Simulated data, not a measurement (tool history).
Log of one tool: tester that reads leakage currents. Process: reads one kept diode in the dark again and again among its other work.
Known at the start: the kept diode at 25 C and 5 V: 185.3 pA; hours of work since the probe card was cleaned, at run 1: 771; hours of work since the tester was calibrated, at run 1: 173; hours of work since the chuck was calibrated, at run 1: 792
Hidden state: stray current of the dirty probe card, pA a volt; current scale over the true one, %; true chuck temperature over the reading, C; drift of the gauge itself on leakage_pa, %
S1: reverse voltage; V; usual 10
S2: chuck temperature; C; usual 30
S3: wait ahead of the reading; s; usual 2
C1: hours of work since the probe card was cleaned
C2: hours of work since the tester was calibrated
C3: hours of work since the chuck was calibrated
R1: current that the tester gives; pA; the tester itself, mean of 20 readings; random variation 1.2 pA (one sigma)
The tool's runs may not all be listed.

{"run": 1, "hour": 0.0, "S1": 10, "S2": 30, "S3": 2, "C1": 771, "C2": 173, "C3": 792, "R1": 436.31}
{"run": 2, "hour": 13.0, "S1": 10, "S2": 30, "S3": 2, "C1": 779, "C2": 180, "C3": 800, "R1": 435.18}
{"run": 3, "hour": 27.1, "S1": 10, "S2": 30, "S3": 2, "C1": 787, "C2": 188, "C3": 808, "R1": 435.8}
{"run": 4, "hour": 49.3, "S1": 10, "S2": 49, "S3": 2, "C1": 800, "C2": 201, "C3": 820, "R1": 1496.15}
{"run": 5, "hour": 76.4, "S1": 10, "S2": 49, "S3": 2, "C1": 815, "C2": 217, "C3": 836, "R1": 1496.02}
{"run": 6, "hour": 99.9, "S1": 10, "S2": 49, "S3": 2, "C1": 829, "C2": 230, "C3": 850, "R1": 1496.99}
{"run": 7, "hour": 121.8, "S1": 10, "S2": 20, "S3": 2, "C1": 842, "C2": 243, "C3": 862, "R1": 220.31}
{"run": 8, "hour": 140.1, "S1": 10, "S2": 20, "S3": 2, "C1": 852, "C2": 254, "C3": 873, "R1": 219.45}
{"run": 9, "hour": 153.0, "S1": 10, "S2": 20, "S3": 2, "C1": 860, "C2": 261, "C3": 880, "R1": 220.79}
{"run": 10, "hour": 181.0, "S1": 10, "S2": 20, "S3": 2, "C1": 876, "C2": 277, "C3": 896, "R1": 220.91}
{"run": 11, "hour": 212.2, "S1": 10, "S2": 20, "S3": 2, "C1": 894, "C2": 295, "C3": 914, "R1": 222.07}
{"hour": 216.7, "done": "tester calibrated"}
{"run": 12, "hour": 241.2, "S1": 10, "S2": 20, "S3": 2, "C1": 909, "C2": 14, "C3": 930, "R1": 221.81}
{"hour": 262.3, "done": "tester calibrated, once more"}
{"run": 13, "hour": 268.0, "S1": 10, "S2": 30, "S3": 2.32, "C1": 924, "C2": 3, "C3": 944, "R1": 448.73}
{"run": 14, "hour": 292.2, "S1": 12.1, "S2": 30, "S3": 2, "C1": 938, "C2": 17, "C3": 958, "R1": 499.21}
{"run": 15, "hour": 308.4, "S1": 10, "S2": 30, "S3": 2, "C1": 947, "C2": 27, "C3": 968, "R1": 446.14}
{"hour": 336.6, "done": "chuck's temperature calibrated"}
{"run": 16, "hour": 336.6, "S1": 10, "S2": 30, "S3": 2, "C1": 962, "C2": 42, "C3": 0, "R1": 394.11}
{"run": 17, "hour": 366.3, "S1": 10, "S2": 30, "S3": 2, "C1": 979, "C2": 59, "C3": 17, "R1": 394.95}
{"run": 18, "hour": 390.2, "S1": 10, "S2": 30, "S3": 2, "C1": 993, "C2": 73, "C3": 31, "R1": 395.43}
{"run": 19, "hour": 405.4, "S1": 10, "S2": 30, "S3": 2, "C1": 1002, "C2": 81, "C3": 40, "R1": 395.77}
{"run": 20, "hour": 432.3, "S1": 10, "S2": 54, "S3": 2, "C1": 1017, "C2": 97, "C3": 55, "R1": 1863.83}
{"run": 21, "hour": 461.1, "S1": 1.3, "S2": 25, "S3": 0.33, "C1": 1034, "C2": 114, "C3": 72, "R1": 91.05}
{"run": 22, "hour": 491.1, "S1": 1.3, "S2": 25, "S3": 0.33, "C1": 1051, "C2": 131, "C3": 89, "R1": 91.79}
{"run": 23, "hour": 505.2, "S1": 1.3, "S2": 25, "S3": 0.33, "C1": 1059, "C2": 139, "C3": 97, "R1": 91.82}
{"run": 24, "hour": 527.5, "S1": 10.1, "S2": 33, "S3": 1.1, "C1": 1072, "C2": 152, "C3": 110, "R1": 496.61}
{"run": 25, "hour": 551.2, "S1": 1.4, "S2": 24, "S3": 1.17, "C1": 1086, "C2": 165, "C3": 124, "R1": 88.04}
{"run": 26, "hour": 570.7, "S1": 1.5, "S2": 21, "S3": 2, "C1": 1097, "C2": 177, "C3": 135, "R1": 73.75}
{"run": 27, "hour": 590.5, "S1": 4.7, "S2": 30, "S3": 3.85, "C1": 1108, "C2": 188, "C3": 146, "R1": 263.58}
{"run": 28, "hour": 619.3, "S1": 1.5, "S2": 26, "S3": 0.35, "C1": 1125, "C2": 205, "C3": 163, "R1": 107.57}
{"run": 29, "hour": 637.6, "S1": 3.5, "S2": 33, "S3": 0.98, "C1": 1136, "C2": 215, "C3": 174, "R1": 277.4}
{"run": 30, "hour": 656.4, "S1": 11.5, "S2": 30, "S3": 2, "C1": 1146, "C2": 226, "C3": 184, "R1": 438.12}
{"run": 31, "hour": 684.3, "S1": 12.9, "S2": 40, "S3": 0.72, "C1": 1163, "C2": 242, "C3": 200, "R1": 910.2}
{"run": 32, "hour": 699.9, "S1": 12.9, "S2": 31, "S3": 2.81, "C1": 1172, "C2": 251, "C3": 210, "R1": 503.57}
{"run": 33, "hour": 717.6, "S1": 3, "S2": 31, "S3": 2.81, "C1": 1182, "C2": 261, "C3": 220, "R1": 222.34}
{"run": 34, "hour": 740.3, "S1": 4.5, "S2": 43, "S3": 2.4, "C1": 1195, "C2": 274, "C3": 233, "R1": 618.58}
{"run": 35, "hour": 759.5, "S1": 4.5, "S2": 43, "S3": 2.4, "C1": 1206, "C2": 286, "C3": 244, "R1": 620.1}
{"run": 36, "hour": 774.2, "S1": 1.8, "S2": 59, "S3": 4.95, "C1": 1214, "C2": 294, "C3": 252, "R1": 988.85}
{"run": 37, "hour": 805.2, "S1": 1.9, "S2": 23, "S3": 0.41, "C1": 1232, "C2": 312, "C3": 270, "R1": 100.54}
{"run": 38, "hour": 827.6, "S1": 1.2, "S2": 34, "S3": 0.38, "C1": 1245, "C2": 325, "C3": 283, "R1": 167.09}
{"run": 39, "hour": 844.6, "S1": 1.2, "S2": 34, "S3": 0.38, "C1": 1255, "C2": 335, "C3": 293, "R1": 167.79}

The same runs without the tool's hidden state, with the same run-to-run variation:
run=1 R1=389.75
run=2 R1=388.27
run=3 R1=388.37
run=4 R1=1360.39
run=5 R1=1357.62
run=6 R1=1356.27
run=7 R1=190.37
run=8 R1=189.25
run=9 R1=190.17
run=10 R1=189.75
run=11 R1=190.12
run=12 R1=189.42
run=13 R1=390.79
run=14 R1=433.31
run=15 R1=387.3
run=16 R1=389.48
run=17 R1=389.31
run=18 R1=388.92
run=19 R1=388.79
run=20 R1=1856.36
run=21 R1=89.84
run=22 R1=90.33
run=23 R1=90.25
run=24 R1=484.67
run=25 R1=86.04
run=26 R1=71.63
run=27 R1=256.32
run=28 R1=104.68
run=29 R1=270.03
run=30 R1=420.41
run=31 R1=882.43
run=32 R1=481.69
run=33 R1=214.88
run=34 R1=601.37
run=35 R1=602.06
run=36 R1=966.22
run=37 R1=95.86
run=38 R1=161.15
run=39 R1=161.62
